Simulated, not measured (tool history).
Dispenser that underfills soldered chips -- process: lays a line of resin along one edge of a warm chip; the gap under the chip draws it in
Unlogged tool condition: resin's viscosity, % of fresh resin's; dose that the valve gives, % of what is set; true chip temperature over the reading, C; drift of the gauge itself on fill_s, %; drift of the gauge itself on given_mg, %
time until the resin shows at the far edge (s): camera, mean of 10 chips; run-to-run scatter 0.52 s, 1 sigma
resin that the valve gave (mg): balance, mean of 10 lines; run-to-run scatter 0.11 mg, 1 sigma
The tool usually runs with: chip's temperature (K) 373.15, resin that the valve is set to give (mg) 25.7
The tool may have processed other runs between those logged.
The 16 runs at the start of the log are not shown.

| run | hour | chip's temperature (K) | resin that the valve is set to give (mg) | hours of work since the syringe was changed | hours of work since the valve was cleaned | hours of work since the stage was calibrated | time until the resin shows at the far edge (s) | resin that the valve gave (mg) |
|---|---|---|---|---|---|---|---|---|
|  | 171.7 | new syringe of resin |
|  | 182.8 | dispensing valve cleaned and set on the balance |
| 17 | 182.9 | 373.15 | 30.3 | 8 | 0 | 69 | 74.6 | 30.28 |
|  | 188.3 | new syringe of resin |
| 18 | 197.4 | 373.15 | 30.3 | 7 | 11 | 80 | 68.7 | 30.28 |
|  | 203.8 | new syringe of resin |
| 19 | 211.3 | 373.15 | 30.3 | 6 | 21 | 90 | 63.6 | 30.12 |
| 20 | 217.7 | 373.15 | 30.3 | 11 | 26 | 95 | 94.3 | 29.96 |
|  | 220.6 | new syringe of resin |
| 21 | 232.4 | 371.15 | 32.1 | 9 | 37 | 106 | 87.2 | 31.42 |
|  | 236.9 | new syringe of resin |
| 22 | 246.2 | 371.15 | 32.1 | 7 | 48 | 116 | 74.3 | 31.39 |
|  | 253 | new syringe of resin |
| 23 | 253.5 | 366.15 | 24.6 | 0 | 53 | 122 | 55.6 | 23.86 |
|  | 269.1 | new syringe of resin |
| 24 | 269.3 | 365.15 | 22.5 | 0 | 65 | 134 | 57.4 | 21.8 |
| 25 | 280.2 | 365.15 | 22.5 | 8 | 73 | 142 | 111 | 21.64 |
|  | 284.8 | new syringe of resin |
| 26 | 294.9 | 379.15 | 29.3 | 8 | 85 | 153 | 57.2 | 28.06 |
|  | 300.3 | new syringe of resin |
| 27 | 308.1 | 379.15 | 29.3 | 6 | 94 | 163 | 51.1 | 28.04 |
|  | 316.3 | new syringe of resin |
| 28 | 316.7 | 386.15 | 29.3 | 0 | 101 | 170 | 25.5 | 27.76 |
| 29 | 326 | 371.15 | 27 | 7 | 108 | 177 | 76.1 | 25.51 |
|  | 332.2 | new syringe of resin |
|  | 334.6 | dispensing valve cleaned and set on the balance |
| 30 | 338.5 | 368.15 | 26.7 | 4 | 3 | 185 | 65.9 | 26.6 |
| 31 | 347.8 | 360.15 | 29.1 | 11 | 10 | 192 | 156.3 | 29.12 |
|  | 349.4 | new syringe of resin |
| 32 | 361.6 | 360.15 | 29.1 | 9 | 21 | 203 | 134.9 | 28.84 |

The next listed run, before its measurement:
|  | 365.6 | new syringe of resin |
| 33 | 375 | 372.15 | 26.9 | 7 | 31 | 213 | ? | ? |

For run 33 the tool returned time until the resin shows at the far edge (s) 70.2, resin that the valve gave (mg) 26.31.
Were there no unlogged condition in the tool, this run, its random variation unchanged, would have produced time until the resin shows at the far edge (s) 43.8, resin that the valve gave (mg) 26.74.
